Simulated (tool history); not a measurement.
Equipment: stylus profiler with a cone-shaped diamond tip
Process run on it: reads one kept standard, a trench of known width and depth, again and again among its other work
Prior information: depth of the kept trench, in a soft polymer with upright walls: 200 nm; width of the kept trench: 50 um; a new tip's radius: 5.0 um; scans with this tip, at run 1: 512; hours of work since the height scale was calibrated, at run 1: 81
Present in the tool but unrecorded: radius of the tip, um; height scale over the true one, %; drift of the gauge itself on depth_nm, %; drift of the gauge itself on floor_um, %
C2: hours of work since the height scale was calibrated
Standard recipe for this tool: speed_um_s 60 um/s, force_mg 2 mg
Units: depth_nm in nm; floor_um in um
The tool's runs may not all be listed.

{"run": 1, "hour": 0.0, "speed_um_s": 60, "force_mg": 2, "scans with this tip": 512, "C2": 81, "depth_nm": 202.27, "floor_um": 47.06}
{"run": 2, "hour": 13.9, "speed_um_s": 60, "force_mg": 2, "scans with this tip": 568, "C2": 90, "depth_nm": 202.32, "floor_um": 47.04}
{"run": 3, "hour": 21.6, "speed_um_s": 60, "force_mg": 2, "scans with this tip": 599, "C2": 95, "depth_nm": 202.24, "floor_um": 47.03}
{"run": 4, "hour": 35.3, "speed_um_s": 60, "force_mg": 2, "scans with this tip": 654, "C2": 104, "depth_nm": 202.26, "floor_um": 47.05}
{"run": 5, "hour": 53.1, "speed_um_s": 60, "force_mg": 2, "scans with this tip": 725, "C2": 115, "depth_nm": 202.26, "floor_um": 47.12}
{"run": 6, "hour": 64.5, "speed_um_s": 60, "force_mg": 2, "scans with this tip": 771, "C2": 123, "depth_nm": 202.24, "floor_um": 47.06}
{"run": 7, "hour": 73.7, "speed_um_s": 60, "force_mg": 2, "scans with this tip": 808, "C2": 129, "depth_nm": 202.25, "floor_um": 47.07}

For run 8, what comes out?
{"run": 8, "hour": 90.6, "speed_um_s": 132, "force_mg": 2, "scans with this tip": 876, "C2": 139, "depth_nm": "?", "floor_um": "?"}

{"run 8": {"depth_nm": 202.34, "floor_um": 46.9}}
The same run, on a tool lacking any hidden state, would have yielded depth_nm 202.29 nm, floor_um 46.9 um.
